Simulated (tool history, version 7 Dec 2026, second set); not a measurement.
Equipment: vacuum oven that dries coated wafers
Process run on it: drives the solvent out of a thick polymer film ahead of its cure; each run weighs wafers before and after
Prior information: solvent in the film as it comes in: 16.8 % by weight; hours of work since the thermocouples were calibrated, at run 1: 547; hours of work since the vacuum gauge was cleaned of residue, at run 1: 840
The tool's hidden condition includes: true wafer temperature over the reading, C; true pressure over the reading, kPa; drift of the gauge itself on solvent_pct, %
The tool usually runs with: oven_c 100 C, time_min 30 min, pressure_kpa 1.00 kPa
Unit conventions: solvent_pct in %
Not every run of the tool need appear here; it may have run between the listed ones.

run,hour,oven_c,time_min,pressure_kpa,hours of work since the thermocouples were calibrated,hours of work since the vacuum gauge was cleaned of residue,solvent_pct
1,0.0,100,30,1.00,547,840,1.56
2,19.7,100,30,1.00,563,856,1.56
3,34.2,100,30,1.00,574,868,1.55
4,49.6,103,30,1.00,587,880,1.28
5,73.8,103,30,1.00,606,899,1.27
6,97.0,103,30,1.00,625,918,1.29
7,128.1,103,30,1.00,649,942,1.30
# hour 135.5: oven's thermocouples calibrated
8,149.2,100,30,1.00,11,958,1.64
9,178.4,100,30,1.00,34,981,1.68
10,195.6,100,30,1.00,48,995,1.67
11,212.8,100,30,1.00,62,1008,1.70
12,231.0,100,19,1.00,76,1023,2.84
13,255.3,100,19,1.00,96,1042,2.82
# hour 271.0: vacuum gauge cleaned of residue and calibrated
14,273.2,100,19,1.00,109,2,2.63
15,292.3,100,30,1.00,124,17,1.49
16,313.0,100,32,1.00,140,33,1.36
17,337.6,100,30,1.00,160,53,1.45
18,371.7,100,30,1.00,187,80,1.46
19,407.0,100,30,1.00,215,108,1.49
20,437.7,100,30,1.00,240,133,1.48
21,455.0,88,19,2.88,254,147,7.63
22,478.7,88,26,2.88,272,166,6.54
23,509.4,90,34,1.00,297,190,2.79
24,538.6,97,30,2.05,320,213,2.99
25,568.1,99,27,2.05,344,237,2.87
26,601.2,99,27,2.05,370,263,2.84
27,627.7,105,27,1.51,391,285,1.59
28,650.9,87,29,3.57,410,303,7.42
29,665.7,110,17,3.57,422,315,3.13
30,684.2,110,17,3.57,436,330,3.14
31,717.8,89,43,0.64,463,356,1.93
32,732.5,111,16,0.64,475,368,1.31
33,768.0,104,23,3.19,503,396,3.37
34,800.4,104,23,3.19,529,422,3.36
35,827.0,109,21,2.71,550,443,2.41
36,857.9,114,30,1.00,575,468,0.71
37,890.3,114,20,3.53,601,494,2.37
38,920.6,89,49,1.00,625,518,2.23
39,946.5,89,49,1.00,646,539,2.21
# hour 957.9: oven's thermocouples calibrated
40,963.9,106,29,3.95,5,551,3.19

The same runs without the tool's hidden state, with the same run-to-run variation:
run,solvent_pct
1,1.41
2,1.40
3,1.38
4,1.12
5,1.11
6,1.13
7,1.12
8,1.37
9,1.40
10,1.39
11,1.42
12,2.52
13,2.49
14,2.51
15,1.42
16,1.29
17,1.37
18,1.36
19,1.39
20,1.37
21,7.36
22,6.26
23,2.57
24,2.80
25,2.68
26,2.64
27,1.45
28,7.04
29,2.94
30,2.94
31,1.67
32,1.15
33,3.13
34,3.11
35,2.22
36,0.62
37,2.19
38,1.90
39,1.88
40,3.12
